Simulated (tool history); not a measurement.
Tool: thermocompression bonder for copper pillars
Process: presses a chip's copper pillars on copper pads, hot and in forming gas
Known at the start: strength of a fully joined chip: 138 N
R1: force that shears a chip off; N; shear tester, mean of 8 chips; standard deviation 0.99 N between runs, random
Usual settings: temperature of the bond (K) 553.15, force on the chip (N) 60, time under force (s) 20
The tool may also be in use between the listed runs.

{"run": 1, "hour": 0.0, "temperature of the bond (K)": 553.15, "force on the chip (N)": 60, "time under force (s)": 20, "R1": 82.5}
{"run": 2, "hour": 18.4, "temperature of the bond (K)": 553.15, "force on the chip (N)": 60, "time under force (s)": 20, "R1": 82.9}
{"run": 3, "hour": 35.3, "temperature of the bond (K)": 553.15, "force on the chip (N)": 43, "time under force (s)": 20, "R1": 67.6}
{"run": 4, "hour": 60.3, "temperature of the bond (K)": 553.15, "force on the chip (N)": 43, "time under force (s)": 20, "R1": 69.2}
{"run": 5, "hour": 91.3, "temperature of the bond (K)": 553.15, "force on the chip (N)": 83, "time under force (s)": 20, "R1": 99}
{"run": 6, "hour": 108.9, "temperature of the bond (K)": 553.15, "force on the chip (N)": 83, "time under force (s)": 20, "R1": 98.4}
{"run": 7, "hour": 142.1, "temperature of the bond (K)": 553.15, "force on the chip (N)": 60, "time under force (s)": 20, "R1": 81.2}
{"run": 8, "hour": 164.2, "temperature of the bond (K)": 553.15, "force on the chip (N)": 58, "time under force (s)": 20, "R1": 79.7}
{"run": 9, "hour": 185.6, "temperature of the bond (K)": 523.15, "force on the chip (N)": 60, "time under force (s)": 20, "R1": 53.2}
{"run": 10, "hour": 209.5, "temperature of the bond (K)": 526.15, "force on the chip (N)": 51, "time under force (s)": 39, "R1": 62.7}
{"run": 11, "hour": 230.9, "temperature of the bond (K)": 533.15, "force on the chip (N)": 60, "time under force (s)": 13, "R1": 52.7}
{"run": 12, "hour": 262.9, "temperature of the bond (K)": 533.15, "force on the chip (N)": 60, "time under force (s)": 13, "R1": 52.7}
{"run": 13, "hour": 289.7, "temperature of the bond (K)": 579.15, "force on the chip (N)": 68, "time under force (s)": 13, "R1": 98.5}
{"run": 14, "hour": 316.2, "temperature of the bond (K)": 579.15, "force on the chip (N)": 68, "time under force (s)": 13, "R1": 96.8}
{"run": 15, "hour": 338.8, "temperature of the bond (K)": 579.15, "force on the chip (N)": 68, "time under force (s)": 13, "R1": 99.4}
{"run": 16, "hour": 370.1, "temperature of the bond (K)": 579.15, "force on the chip (N)": 68, "time under force (s)": 13, "R1": 97.6}
{"run": 17, "hour": 395.3, "temperature of the bond (K)": 579.15, "force on the chip (N)": 84, "time under force (s)": 20, "R1": 114.7}

For some of the steps in R1 from one run to the next: how much would appear even if the tool had no hidden state, given the settings, what came in and random variation, and how much remains for the hidden state plus any gauge scatter that the measured result and the result without hidden state don't share?
Hidden state at play: true temperature of the bond over the reading, C; force that reaches the chip, % of what is set; oxide that the forming gas leaves, % of the face; drift of the gauge itself on shear_n, %.
Run 12 -> 13: temperature of the bond (K) 533.15 -> 579.15, force on the chip (N) 60 -> 68. R1 +45.8 N: hidden state -1.2, all else +47.
